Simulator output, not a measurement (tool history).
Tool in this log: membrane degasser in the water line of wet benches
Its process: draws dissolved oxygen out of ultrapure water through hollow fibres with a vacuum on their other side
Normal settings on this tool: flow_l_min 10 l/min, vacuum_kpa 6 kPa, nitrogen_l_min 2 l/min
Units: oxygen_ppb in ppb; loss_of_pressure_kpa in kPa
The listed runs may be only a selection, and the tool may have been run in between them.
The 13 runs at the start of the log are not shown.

run,hour,flow_l_min,vacuum_kpa,nitrogen_l_min,hours since the membrane was changed,hours since the vacuum gauge was calibrated,hours since the vacuum lines were made tight,oxygen_ppb,loss_of_pressure_kpa
14,1680,10,6,0.85,1986,698,4231,109.1,29.15
15,1814.9,10,6,0.85,2121,833,4366,106.8,29.47
16,1955,10,6,0.85,2261,973,4506,107.2,29.37
# hour 2058.9: vacuum gauge calibrated, once more
17,2064,14,5.87,0.85,2370,5,4615,156.3,40.83
18,2140.5,14,5.87,0.85,2446,82,4691,153.6,40.95
19,2239.3,14,5.87,0.85,2545,180,4790,154.8,40.93
20,2424.3,12,6,1.74,2730,365,4975,75.2,35.49
21,2574,10,3.79,1.96,2880,515,5125,17.7,29.42
# hour 2625.6: seals of the vacuum lines changed
22,2728.7,10,3.79,1.96,3033,668,103,18.4,29.85
23,2916.5,10,4.89,1.65,3221,856,291,37.2,29.66
24,3046.4,10,4.89,1.65,3350,986,421,36.8,29.62
25,3213,10,4.89,1.65,3517,1152,587,37.5,29.91
26,3382.3,10,9.35,2,3686,1321,757,87.9,29.5
27,3519.8,10,9.35,2,3824,1459,894,85.8,29.75
28,3612.4,10,9.35,2,3916,1551,987,87.5,29.81
29,3755.8,10,7.08,2,4060,1695,1130,60,29.8
30,3904.9,10,7.08,2,4209,1844,1279,60.7,29.63
31,4048.8,8,6.18,5.34,4353,1988,1423,14.8,24.03
32,4126.1,8,6.18,5.34,4430,2065,1501,14.8,23.69

4 options for the next run, each taken on its own from the tool as it stands now. Forecast them:
A,4217.8,8,6.35,5.34,4522,2157,1592,?,?
B,4217.8,10,6,3.41,4522,2157,1592,?,?
C,4217.8,8,4.29,1.43,4522,2157,1592,?,?
D,4217.8,8,7.3,5.34,4522,2157,1592,?,?

run,oxygen_ppb,loss_of_pressure_kpa
A,15.1,24.09
B,32.6,29.48
C,20.5,23.78
D,18.8,23.96
Had the tool no hidden state, the same runs would have come out as:
run,oxygen_ppb,loss_of_pressure_kpa
A,13.5,23.36
B,28.8,28.56
C,17,23.04
D,17.2,23.22
